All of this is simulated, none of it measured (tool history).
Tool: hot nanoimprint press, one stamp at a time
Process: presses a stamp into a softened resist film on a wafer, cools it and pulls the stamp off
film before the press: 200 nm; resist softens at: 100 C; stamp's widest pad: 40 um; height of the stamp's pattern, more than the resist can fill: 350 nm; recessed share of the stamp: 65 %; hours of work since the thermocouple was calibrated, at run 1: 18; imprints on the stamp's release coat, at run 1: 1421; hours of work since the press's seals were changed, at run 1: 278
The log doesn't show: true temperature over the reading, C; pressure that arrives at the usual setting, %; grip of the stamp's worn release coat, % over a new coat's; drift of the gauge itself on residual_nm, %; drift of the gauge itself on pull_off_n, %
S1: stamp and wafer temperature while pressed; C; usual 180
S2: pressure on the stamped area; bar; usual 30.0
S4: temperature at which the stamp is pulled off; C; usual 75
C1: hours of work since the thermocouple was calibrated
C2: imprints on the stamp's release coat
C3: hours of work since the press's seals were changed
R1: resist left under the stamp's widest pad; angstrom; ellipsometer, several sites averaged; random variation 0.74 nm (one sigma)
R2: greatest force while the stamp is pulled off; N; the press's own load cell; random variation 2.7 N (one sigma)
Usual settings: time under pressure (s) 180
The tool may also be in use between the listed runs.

Run 1, day 0.000: usual settings; C1 18; C2 1421; C3 278. Result: R1 948 angstrom, R2 154 N.
Run 2, day 0.704: usual settings; C1 31; C2 1472; C3 291. Result: R1 948 angstrom, R2 157 N.
Run 3, day 1.279: usual settings but S4 78 C; C1 42; C2 1513; C3 302. Result: R1 951 angstrom, R2 155 N.
Run 4, day 1.746: usual settings but S4 78 C; C1 51; C2 1546; C3 311. Result: R1 942 angstrom, R2 164 N.
Run 5, day 2.317: usual settings but S4 78 C; C1 61; C2 1587; C3 321. Result: R1 951 angstrom, R2 155 N.
Run 6, day 2.754: usual settings but S1 184 C; C1 70; C2 1619; C3 330. Result: R1 822 angstrom, R2 164 N.
Run 7, day 3.150: usual settings but S1 184 C; C1 77; C2 1647; C3 337. Result: R1 817 angstrom, R2 160 N.
Run 8, day 3.562: usual settings but S1 184 C, S4 69 C; C1 85; C2 1677; C3 345. Result: R1 829 angstrom, R2 171 N.
Run 9, day 4.254: usual settings but S1 184 C, S4 69 C; C1 98; C2 1726; C3 358. Result: R1 830 angstrom, R2 174 N.
Run 10, day 4.933: usual settings; C1 111; C2 1775; C3 371. Result: R1 956 angstrom, R2 172 N.
Run 11, day 5.575: usual settings; C1 123; C2 1821; C3 383. Result: R1 950 angstrom, R2 167 N.
Run 12, day 5.979: usual settings; C1 131; C2 1850; C3 391. Result: R1 955 angstrom, R2 165 N.
Run 13, day 6.508: usual settings; C1 141; C2 1888; C3 401. Result: R1 958 angstrom, R2 171 N.
Run 14, day 7.188: usual settings but S1 186 C; C1 154; C2 1937; C3 413. Result: R1 785 angstrom, R2 173 N.
At day 7.775: stamp cleaned and given a new release coat.
Run 15, day 8.146: usual settings but S1 186 C; C1 167; C2 26; C3 427. Result: R1 766 angstrom, R2 131 N.
Run 16, day 8.629: usual settings but S1 183 C, S2 19.7 bar, time under pressure (s) 219; C1 176; C2 61; C3 436. Result: R1 1015 angstrom, R2 128 N.
Run 17, day 9.271: usual settings but S1 183 C, S2 19.7 bar, time under pressure (s) 219; C1 188; C2 107; C3 448. Result: R1 1040 angstrom, R2 134 N.
Run 18, day 9.750: usual settings but S1 183 C, S2 19.7 bar, time under pressure (s) 219; C1 197; C2 141; C3 457. Result: R1 1015 angstrom, R2 128 N.
Run 19, day 10.108: usual settings but S1 174 C, S2 19.7 bar, time under pressure (s) 171; C1 204; C2 167; C3 464. Result: R1 1432 angstrom, R2 131 N.
Run 20, day 10.850: usual settings but S1 174 C, S2 19.7 bar, time under pressure (s) 171; C1 218; C2 220; C3 478. Result: R1 1425 angstrom, R2 133 N.
Run 21, day 11.471: usual settings but S1 174 C, S2 19.7 bar, time under pressure (s) 171; C1 230; C2 265; C3 490. Result: R1 1437 angstrom, R2 132 N.
Run 22, day 12.112: usual settings but S1 192 C; C1 242; C2 311; C3 502. Result: R1 650 angstrom, R2 134 N.
Run 23, day 12.825: usual settings but S1 176 C, S2 30.1 bar, time under pressure (s) 253, S4 73 C; C1 255; C2 362; C3 515. Result: R1 1002 angstrom, R2 140 N.
Run 24, day 13.246: usual settings but S1 176 C, S2 30.1 bar, time under pressure (s) 253, S4 73 C; C1 263; C2 392; C3 523. Result: R1 1007 angstrom, R2 143 N.
Run 25, day 13.979: usual settings but S1 176 C, S2 30.1 bar, time under pressure (s) 253, S4 73 C; C1 277; C2 444; C3 537. Result: R1 1004 angstrom, R2 143 N.
Run 26, day 14.712: usual settings but S1 188 C; C1 291; C2 497; C3 551. Result: R1 741 angstrom, R2 140 N.
Run 27, day 15.392: usual settings but S1 188 C, time under pressure (s) 123, S4 66 C; C1 304; C2 546; C3 564. Result: R1 846 angstrom, R2 149 N.
Run 28, day 15.925: usual settings but S2 18.9 bar, S4 63 C; C1 314; C2 584; C3 574. Result: R1 1230 angstrom, R2 159 N.
Run 29, day 16.288: usual settings but S1 190 C, S2 33.0 bar, time under pressure (s) 119, S4 67 C; C1 321; C2 610; C3 581. Result: R1 762 angstrom, R2 154 N.

Forecast each of these 5 alternatives for the next run:
Run A, day 16.692: usual settings but S1 183 C, S2 33.0 bar, S4 67 C; C1 328; C2 639; C3 588. Result: R1 ?, R2 ?.
Run B, day 16.692: usual settings but S1 186 C, S2 33.0 bar, time under pressure (s) 119, S4 67 C; C1 328; C2 639; C3 588. Result: R1 ?, R2 ?.
Run C, day 16.692: usual settings but S1 191 C, S2 33.0 bar, time under pressure (s) 119, S4 67 C; C1 328; C2 639; C3 588. Result: R1 ?, R2 ?.
Run D, day 16.692: usual settings but S2 23.3 bar; C1 328; C2 639; C3 588. Result: R1 ?, R2 ?.
Run E, day 16.692: usual settings but S1 190 C, S2 33.0 bar, time under pressure (s) 117, S4 66 C; C1 328; C2 639; C3 588. Result: R1 ?, R2 ?.

run    R1   R2
  A   839  157
  B   889  157
  C   744  153
  D  1112  143
  E   767  150
Without the tool's hidden state the same runs would have given:
run    R1   R2
  A   770  140
  B   819  140
  C   684  137
  D  1037  128
  E   705  134
